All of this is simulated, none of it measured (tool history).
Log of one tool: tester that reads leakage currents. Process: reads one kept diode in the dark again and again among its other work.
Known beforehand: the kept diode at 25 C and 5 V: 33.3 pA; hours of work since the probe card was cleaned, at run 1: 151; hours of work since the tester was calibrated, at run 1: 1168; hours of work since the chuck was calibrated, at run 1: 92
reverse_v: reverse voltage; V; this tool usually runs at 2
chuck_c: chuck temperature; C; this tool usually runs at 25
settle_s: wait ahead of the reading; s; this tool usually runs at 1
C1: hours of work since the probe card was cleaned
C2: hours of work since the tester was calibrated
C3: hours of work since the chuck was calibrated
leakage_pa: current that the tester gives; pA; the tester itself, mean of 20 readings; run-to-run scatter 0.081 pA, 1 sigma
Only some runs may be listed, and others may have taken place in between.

Run 1, hour 0: usual settings; C1 151; C2 1168; C3 92. Result: leakage_pa 21.56 pA.
Run 2, hour 44.3: usual settings; C1 183; C2 1201; C3 124. Result: leakage_pa 21.55 pA.
Run 3, hour 84.5: usual settings but chuck_c 33 C; C1 213; C2 1230; C3 153. Result: leakage_pa 38 pA.
Run 4, hour 109: usual settings but chuck_c 33 C, settle_s 0.32 s; C1 231; C2 1248; C3 171. Result: leakage_pa 38.66 pA.
Run 5, hour 132.8: usual settings but chuck_c 33 C, settle_s 0.32 s; C1 248; C2 1265; C3 189. Result: leakage_pa 38.53 pA.
Run 6, hour 165.3: usual settings but reverse_v 1.69 V; C1 272; C2 1289; C3 212. Result: leakage_pa 20.17 pA.
Run 7, hour 190.7: usual settings but reverse_v 1.69 V, chuck_c 22 C; C1 291; C2 1308; C3 231. Result: leakage_pa 16.25 pA.
Run 8, hour 216.4: usual settings but reverse_v 1.69 V, chuck_c 22 C; C1 309; C2 1327; C3 250. Result: leakage_pa 16.43 pA.
Run 9, hour 259.1: usual settings but reverse_v 1.69 V, chuck_c 22 C; C1 341; C2 1358; C3 281. Result: leakage_pa 16.19 pA.
Run 10, hour 289.8: usual settings but reverse_v 1.69 V, chuck_c 22 C; C1 363; C2 1380; C3 304. Result: leakage_pa 16.28 pA.
Run 11, hour 312.1: usual settings but reverse_v 1.69 V, chuck_c 22 C; C1 379; C2 1397; C3 320. Result: leakage_pa 16.49 pA.
Run 12, hour 338.1: usual settings but reverse_v 1.69 V, chuck_c 22 C; C1 398; C2 1416; C3 339. Result: leakage_pa 16.49 pA.
Run 13, hour 360.2: usual settings but reverse_v 1.69 V, chuck_c 22 C, settle_s 0.4 s; C1 415; C2 1432; C3 355. Result: leakage_pa 16.87 pA.
Run 14, hour 387: usual settings; C1 434; C2 1451; C3 375. Result: leakage_pa 22.35 pA.
Run 15, hour 414.5: usual settings; C1 454; C2 1471; C3 395. Result: leakage_pa 22.49 pA.
Run 16, hour 450: usual settings; C1 480; C2 1497; C3 421. Result: leakage_pa 22.37 pA.
Run 17, hour 491.4: usual settings; C1 511; C2 1528; C3 451. Result: leakage_pa 22.4 pA.
Run 18, hour 515.3: usual settings; C1 528; C2 1545; C3 468. Result: leakage_pa 22.59 pA.
Run 19, hour 557.4: usual settings; C1 559; C2 1576; C3 499. Result: leakage_pa 22.62 pA.
Run 20, hour 597.2: usual settings; C1 588; C2 1605; C3 528. Result: leakage_pa 22.99 pA.
Run 21, hour 638.1: usual settings but reverse_v 11.11 V, chuck_c 24 C, settle_s 1.63 s; C1 618; C2 1635; C3 558. Result: leakage_pa 50.24 pA.
Run 22, hour 670.9: usual settings but reverse_v 11.11 V, chuck_c 24 C, settle_s 1.63 s; C1 642; C2 1659; C3 582. Result: leakage_pa 50.55 pA.
Run 23, hour 692.7: usual settings but reverse_v 11.11 V, chuck_c 24 C, settle_s 1.63 s; C1 658; C2 1675; C3 598. Result: leakage_pa 50.66 pA.
Run 24, hour 731.7: usual settings but chuck_c 32 C; C1 686; C2 1704; C3 627. Result: leakage_pa 37.76 pA.
Run 25, hour 763.3: usual settings but chuck_c 32 C, settle_s 2.79 s; C1 709; C2 1727; C3 650. Result: leakage_pa 37.66 pA.
Run 26, hour 790.5: usual settings but chuck_c 32 C, settle_s 2.79 s; C1 729; C2 1747; C3 670. Result: leakage_pa 37.74 pA.
Run 27, hour 831.3: usual settings but reverse_v 9.68 V, chuck_c 32 C, settle_s 0.73 s; C1 759; C2 1776; C3 700. Result: leakage_pa 84.22 pA.
Run 28, hour 872.2: usual settings but reverse_v 9.68 V, chuck_c 32 C, settle_s 0.73 s; C1 789; C2 1806; C3 730. Result: leakage_pa 84.19 pA.
At hour 901.7: chuck's temperature calibrated.
Run 29, hour 906.4: usual settings but reverse_v 1.89 V, chuck_c 21 C, settle_s 4.25 s; C1 813; C2 1830; C3 3. Result: leakage_pa 15.52 pA.
Run 30, hour 931.3: usual settings but reverse_v 1.16 V, chuck_c 51 C, settle_s 2.06 s; C1 831; C2 1848; C3 22. Result: leakage_pa 92.31 pA.
Run 31, hour 949.8: usual settings but reverse_v 1.16 V, chuck_c 51 C, settle_s 2.06 s; C1 844; C2 1862; C3 35. Result: leakage_pa 91.91 pA.
Run 32, hour 991.3: usual settings but reverse_v 1.41 V, chuck_c 27 C; C1 875; C2 1892; C3 66. Result: leakage_pa 20.92 pA.
Run 33, hour 1023: usual settings but reverse_v 1.41 V, chuck_c 27 C; C1 898; C2 1915; C3 89. Result: leakage_pa 21.06 pA.
Run 34, hour 1054.8: usual settings but reverse_v 1.41 V, chuck_c 27 C; C1 921; C2 1939; C3 112. Result: leakage_pa 21.12 pA.
Run 35, hour 1089.5: usual settings but reverse_v 4.31 V, chuck_c 39 C, settle_s 4.37 s; C1 947; C2 1964; C3 137. Result: leakage_pa 82.72 pA.
Run 36, hour 1121.6: usual settings but reverse_v 4.31 V, chuck_c 39 C, settle_s 4.37 s; C1 970; C2 1987; C3 161. Result: leakage_pa 83.79 pA.
Run 37, hour 1164.6: usual settings but chuck_c 21 C, settle_s 1.48 s; C1 1002; C2 2019; C3 192. Result: leakage_pa 16.43 pA.
At hour 1177.8: tester calibrated.
Run 38, hour 1209.5: usual settings but reverse_v 3.21 V, chuck_c 37 C, settle_s 1.23 s; C1 1033; C2 23; C3 224. Result: leakage_pa 64.77 pA.
Run 39, hour 1240: usual settings but reverse_v 13.68 V, chuck_c 56 C, settle_s 0.75 s; C1 1055; C2 45; C3 246. Result: leakage_pa 438.38 pA.

The same runs without the tool's hidden state, with the same run-to-run variation:
Hidden state present: stray current of the dirty probe card, pA a volt; current scale over the true one, %; true chuck temperature over the reading, C; drift of the gauge itself on leakage_pa, %.
run  leakage_pa
  1       21.46
  2       21.36
  3       37.61
  4       38.17
  5       37.97
  6       19.76
  7       15.86
  8       15.99
  9       15.69
 10       15.73
 11        15.9
 12       15.86
 13        16.2
 14       21.42
 15        21.5
 16        21.3
 17       21.26
 18       21.38
 19       21.31
 20       21.58
 21       46.59
 22       46.71
 23        46.7
 24       35.17
 25       34.96
 26       34.94
 27       77.44
 28       77.15
 29       15.46
 30       92.77
 31       92.22
 32       20.76
 33       20.84
 34       20.83
 35       81.59
 36       82.41
 37       15.93
 38       62.07
 39      421.75
